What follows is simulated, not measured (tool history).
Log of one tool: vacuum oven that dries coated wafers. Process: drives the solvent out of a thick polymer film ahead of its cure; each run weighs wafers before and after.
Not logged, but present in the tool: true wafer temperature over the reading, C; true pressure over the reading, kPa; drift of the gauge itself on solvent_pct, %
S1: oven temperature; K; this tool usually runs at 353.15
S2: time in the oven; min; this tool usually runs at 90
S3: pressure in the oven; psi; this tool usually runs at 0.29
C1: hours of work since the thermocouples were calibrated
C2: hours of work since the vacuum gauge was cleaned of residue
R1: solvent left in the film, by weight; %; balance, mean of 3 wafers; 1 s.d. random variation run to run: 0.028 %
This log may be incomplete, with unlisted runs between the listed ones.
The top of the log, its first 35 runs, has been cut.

run,hour,S1,S2,S3,C1,C2,R1
36,387.5,353.15,108,0.189,241,692,1.84
37,394.1,353.15,148,0.189,245,696,1.1
38,401.2,363.15,112,0.399,249,700,1.11
39,408.7,346.15,50,0.966,253,704,10.42
40,422,346.15,50,0.966,260,712,10.45
41,432.9,352.15,90,1.002,266,718,5.15
42,447,349.15,59,0.278,274,726,6.45
43,460.7,349.15,59,0.278,282,733,6.42
44,469.3,363.15,59,0.615,287,738,3.12
45,475.7,363.15,59,0.615,290,742,3.12
46,486.6,352.15,140,0.29,296,748,1.62
47,496.3,349.15,119,0.149,302,753,2.14

Here are 4 independent what-if runs from the current tool condition. What would each one return?
A,510.6,361.15,119,0.149,310,761,?
B,510.6,353.15,129,0.29,310,761,?
C,510.6,343.15,68,0.512,310,761,?
D,510.6,349.15,71,0.296,310,761,?

run,R1
A,0.63
B,1.69
C,8.37
D,5.23
Without the tool's hidden state the same runs would have given:
run,R1
A,0.55
B,1.58
C,8.25
D,5.12
